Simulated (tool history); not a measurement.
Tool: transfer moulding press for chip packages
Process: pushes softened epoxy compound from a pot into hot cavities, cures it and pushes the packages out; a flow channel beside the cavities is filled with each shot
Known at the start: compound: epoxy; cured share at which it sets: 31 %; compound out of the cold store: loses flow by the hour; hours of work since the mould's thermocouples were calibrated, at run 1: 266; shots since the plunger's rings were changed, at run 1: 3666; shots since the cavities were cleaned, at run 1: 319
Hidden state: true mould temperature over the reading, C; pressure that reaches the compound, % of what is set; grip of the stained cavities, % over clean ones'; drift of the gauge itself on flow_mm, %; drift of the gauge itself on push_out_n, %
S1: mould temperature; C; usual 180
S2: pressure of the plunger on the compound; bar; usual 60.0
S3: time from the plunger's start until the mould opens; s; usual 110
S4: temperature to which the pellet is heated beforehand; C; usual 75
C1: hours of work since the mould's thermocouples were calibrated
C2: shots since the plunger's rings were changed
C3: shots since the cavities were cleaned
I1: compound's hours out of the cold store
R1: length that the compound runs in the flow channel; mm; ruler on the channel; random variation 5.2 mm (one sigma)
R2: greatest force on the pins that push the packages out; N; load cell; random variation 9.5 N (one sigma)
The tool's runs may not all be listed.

run,day,S1,S2,S3,S4,C1,C2,C3,I1,R1,R2
1,0.000,180,60.0,110,75,266,3666,319,46.4,508,714
2,0.188,180,60.0,129,75,268,3707,360,24.4,553,645
3,0.450,180,60.0,110,75,272,3764,417,29.9,534,755
4,0.712,180,60.0,110,75,276,3822,475,16.6,560,860
5,0.938,180,60.0,92,75,279,3871,524,41.5,510,1178
6,1.208,180,60.0,92,75,282,3930,583,8.6,606,1318
7,1.571,180,60.0,92,75,288,4010,663,36.9,525,1198
8,1.892,180,60.0,110,75,292,4081,734,38.1,520,860
9,2.146,180,60.0,110,75,296,4136,789,17.2,567,898
10,2.338,180,60.0,110,75,298,4178,831,27.7,545,925
11,2.579,180,60.0,110,75,302,4231,884,19.6,566,905
12,2.817,180,60.0,110,75,305,4283,936,18.5,563,929
13,3.104,180,60.0,110,75,309,4346,999,8.8,580,953
14,3.500,180,60.0,110,75,314,4433,1086,28.5,537,953
# day 3.708: cavities cleaned with cleaning compound and waxed
15,3.738,180,60.0,110,75,317,4471,7,20.3,557,413
16,4.025,178,60.0,110,82,321,4534,70,32.5,520,539
17,4.229,186,60.0,135,74,324,4579,115,42.5,500,460
# day 4.404: mould's thermocouples calibrated
18,4.508,186,60.0,135,74,1,4622,158,47.9,485,489
19,4.929,180,60.0,142,75,7,4714,250,22.8,555,589
20,5.317,180,60.0,142,75,13,4799,335,27.1,542,628
21,5.533,174,60.0,110,75,16,4846,382,22.5,563,1102
22,5.825,180,60.0,103,66,20,4910,446,31.2,522,955
23,6.008,180,60.0,103,66,22,4950,486,29.8,522,984
24,6.412,180,60.0,103,66,28,5039,575,47.4,495,965
25,6.729,184,47.7,103,71,33,5109,645,19.2,488,848
26,7.017,177,47.5,110,75,37,5171,707,12.0,518,1108
27,7.292,182,48.4,120,76,40,5232,768,19.2,491,821
28,7.496,181,48.4,120,76,43,5276,812,16.9,502,824
29,7.842,174,54.3,144,76,48,5352,888,25.0,525,838

Hidden state at the last listed run before each entry between runs and at the first one after, where it differs:
Between runs 14 and 15: cavities cleaned with cleaning compound and waxed (day 3.708)
  pressure that reaches the compound, % of what is set: 87.63 -> 87.52; grip of the stained cavities, % over clean ones': 125.8 -> 3.5
  measured less the result without the state, R1: -38 -> -40 mm; R2: +517 -> +0 N
Between runs 17 and 18: mould's thermocouples calibrated (day 4.404)
  true mould temperature over the reading, C: 0.76 -> -0.21; pressure that reaches the compound, % of what is set: 87.23 -> 87.12; grip of the stained cavities, % over clean ones': 36.5 -> 47.2
  measured less the result without the state, R1: -37 -> -35 mm; R2: +123 -> +158 N
